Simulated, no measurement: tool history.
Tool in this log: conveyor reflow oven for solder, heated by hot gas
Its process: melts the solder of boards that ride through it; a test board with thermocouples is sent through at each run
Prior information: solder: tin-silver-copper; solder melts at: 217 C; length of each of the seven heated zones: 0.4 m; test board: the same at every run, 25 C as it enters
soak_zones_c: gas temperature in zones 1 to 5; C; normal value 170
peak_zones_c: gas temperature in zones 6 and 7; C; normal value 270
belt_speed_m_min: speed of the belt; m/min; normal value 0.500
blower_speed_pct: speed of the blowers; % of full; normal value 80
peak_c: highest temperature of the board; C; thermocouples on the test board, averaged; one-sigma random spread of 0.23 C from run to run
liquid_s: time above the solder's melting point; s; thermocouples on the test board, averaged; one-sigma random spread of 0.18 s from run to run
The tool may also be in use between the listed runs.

| run | hour | soak_zones_c | peak_zones_c | belt_speed_m_min | blower_speed_pct | peak_c | liquid_s |
|---|---|---|---|---|---|---|---|
| 1 | 0.0 | 170 | 270 | 0.500 | 80 | 256.9 | 76.5 |
| 2 | 53.3 | 170 | 270 | 0.500 | 80 | 256.4 | 76.1 |
| 3 | 91.5 | 170 | 270 | 0.500 | 80 | 256.1 | 76.1 |
| 4 | 135.6 | 170 | 270 | 0.500 | 80 | 256.7 | 75.9 |
| 5 | 197.2 | 170 | 270 | 0.500 | 60 | 254.1 | 72.9 |
| 6 | 254.1 | 170 | 270 | 0.500 | 80 | 255.9 | 75.9 |
| 7 | 291.3 | 170 | 270 | 0.500 | 80 | 256.3 | 75.7 |
| 8 | 332.8 | 159 | 270 | 0.500 | 80 | 254.2 | 70.2 |
| 9 | 388.0 | 159 | 270 | 0.500 | 80 | 254.5 | 70.1 |
|  | 421.8 | flux residue cleaned out of gas plates and filters |
| 10 | 439.9 | 170 | 270 | 0.454 | 80 | 258.8 | 86.9 |
| 11 | 494.4 | 170 | 270 | 0.454 | 80 | 258.6 | 86.2 |
| 12 | 524.4 | 170 | 270 | 0.454 | 52 | 255.3 | 82.8 |
| 13 | 570.9 | 170 | 270 | 0.500 | 85 | 256.2 | 76.7 |
| 14 | 619.2 | 170 | 270 | 0.500 | 85 | 256.1 | 76.3 |
| 15 | 662.0 | 170 | 270 | 0.503 | 80 | 255.4 | 75.1 |
| 16 | 714.0 | 170 | 270 | 0.500 | 80 | 255.9 | 75.7 |
|  | 732.8 | belt drive overhauled, speed set with a stopwatch |
| 17 | 770.8 | 170 | 279 | 0.500 | 80 | 263.3 | 79.9 |
| 18 | 802.9 | 170 | 270 | 0.500 | 80 | 254.8 | 74.4 |
| 19 | 855.1 | 170 | 270 | 0.500 | 80 | 255.0 | 74.1 |
| 20 | 899.5 | 158 | 270 | 0.500 | 67 | 251.6 | 66.1 |
| 21 | 959.6 | 158 | 270 | 0.500 | 67 | 251.2 | 65.7 |
|  | 982.0 | flux residue cleaned out of gas plates and filters |
| 22 | 993.2 | 162 | 270 | 0.500 | 67 | 253.5 | 69.7 |
|  | 1033.4 | thermocouples of zones 6 and 7 changed |
| 23 | 1055.3 | 156 | 270 | 0.414 | 80 | 261.7 | 92.2 |
| 24 | 1091.6 | 176 | 270 | 0.527 | 80 | 257.7 | 74.6 |
| 25 | 1122.3 | 178 | 270 | 0.482 | 89 | 261.0 | 85.6 |
| 26 | 1166.3 | 170 | 270 | 0.500 | 64 | 256.5 | 74.7 |
| 27 | 1193.5 | 170 | 284 | 0.585 | 80 | 266.4 | 69.2 |
| 28 | 1219.8 | 178 | 260 | 0.423 | 85 | 253.5 | 93.8 |
| 29 | 1281.0 | 176 | 269 | 0.526 | 81 | 256.6 | 74.0 |
| 30 | 1313.8 | 170 | 269 | 0.482 | 80 | 257.9 | 79.7 |
| 31 | 1344.2 | 170 | 265 | 0.425 | 80 | 257.1 | 90.7 |

Below are 3 alternative next runs, each starting from the tool's condition after run 31. Predict each:
| A | 1387.4 | 182 | 270 | 0.500 | 60 | ? | ? |
| B | 1387.4 | 170 | 265 | 0.483 | 70 | ? | ? |
| C | 1387.4 | 170 | 267 | 0.425 | 63 | ? | ? |

| run | peak_c | liquid_s |
|---|---|---|
| A | 256.6 | 80.4 |
| B | 252.8 | 75.3 |
| C | 257.1 | 90.6 |
With the hidden condition removed and each run's random variation left untouched, the same runs would have given:
| run | peak_c | liquid_s |
|---|---|---|
| A | 258.1 | 81.3 |
| B | 254.4 | 76.7 |
| C | 258.5 | 91.7 |
